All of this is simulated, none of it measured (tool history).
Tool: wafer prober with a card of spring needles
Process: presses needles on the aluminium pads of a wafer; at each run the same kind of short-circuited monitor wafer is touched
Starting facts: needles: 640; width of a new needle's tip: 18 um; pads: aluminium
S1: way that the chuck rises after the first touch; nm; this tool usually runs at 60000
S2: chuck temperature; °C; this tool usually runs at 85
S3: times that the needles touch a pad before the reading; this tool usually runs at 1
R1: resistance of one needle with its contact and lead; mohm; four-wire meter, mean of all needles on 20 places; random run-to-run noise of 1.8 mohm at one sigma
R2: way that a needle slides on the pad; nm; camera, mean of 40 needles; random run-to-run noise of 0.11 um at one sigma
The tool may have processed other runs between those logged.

run	hour	S1	S2	S3	R1	R2
1	0.0	60000	85	1	240	16400
# hour 2.2: tips cleaned on abrasive film
2	12.7	60000	77	1	271	16260
# hour 16.7: tips cleaned on abrasive film
3	27.2	60000	77	1	237	16150
# hour 31.3: tips cleaned on abrasive film
4	43.2	60000	77	1	236	16260
# hour 45.1: tips cleaned on abrasive film
# hour 59.2: tips cleaned on abrasive film
5	59.6	60000	77	1	190	16320
# hour 74.2: tips cleaned on abrasive film
6	75.1	60000	77	1	203	16260
# hour 87.6: tips cleaned on abrasive film
7	93.3	60000	77	1	219	16240
# hour 102.4: tips cleaned on abrasive film
8	110.8	60000	80	1	230	16140
# hour 116.4: tips cleaned on abrasive film
9	128.0	60000	80	1	239	16180
# hour 130.2: tips cleaned on abrasive film
# hour 132.5: tips cleaned on abrasive film, once more
# hour 146.7: tips cleaned on abrasive film
10	146.8	70000	31	1	177	18850
11	156.1	69000	72	3	193	18340
# hour 160.4: tips cleaned on abrasive film
12	170.7	42000	72	1	302	10990
# hour 173.7: tips cleaned on abrasive film
# hour 187.4: tips cleaned on abrasive film
13	193.4	42000	72	1	271	11020
# hour 202.0: tips cleaned on abrasive film
14	204.5	62000	101	1	214	16680
# hour 215.3: tips cleaned on abrasive film
15	218.6	62000	101	1	211	16300
# hour 229.1: tips cleaned on abrasive film
16	232.8	62000	101	1	213	16440
# hour 242.7: tips cleaned on abrasive film
17	254.5	73000	75	1	221	19340
# hour 256.2: tips cleaned on abrasive film
# hour 269.4: tips cleaned on abrasive film
18	271.0	60000	91	1	203	15620

How would selected steps in R1 from run to run divide? Give the signed amount a tool lacking its hidden state would still show from settings, what came in and random variation, and the signed amount left for the hidden state, including any gauge scatter that is not in both of the compared results.
Hidden state at play: debris on the tips, nm; way that the needles fall short of the set height, um; tips' diameter, um; drift of the gauge itself on contact_mohm, %; drift of the gauge itself on scrub_um, %.
Run 11 -> 12: S1 69000 -> 42000, S3 3 -> 1, tips cleaned on abrasive film. R1 +109 mohm: hidden state +96, all else +13.
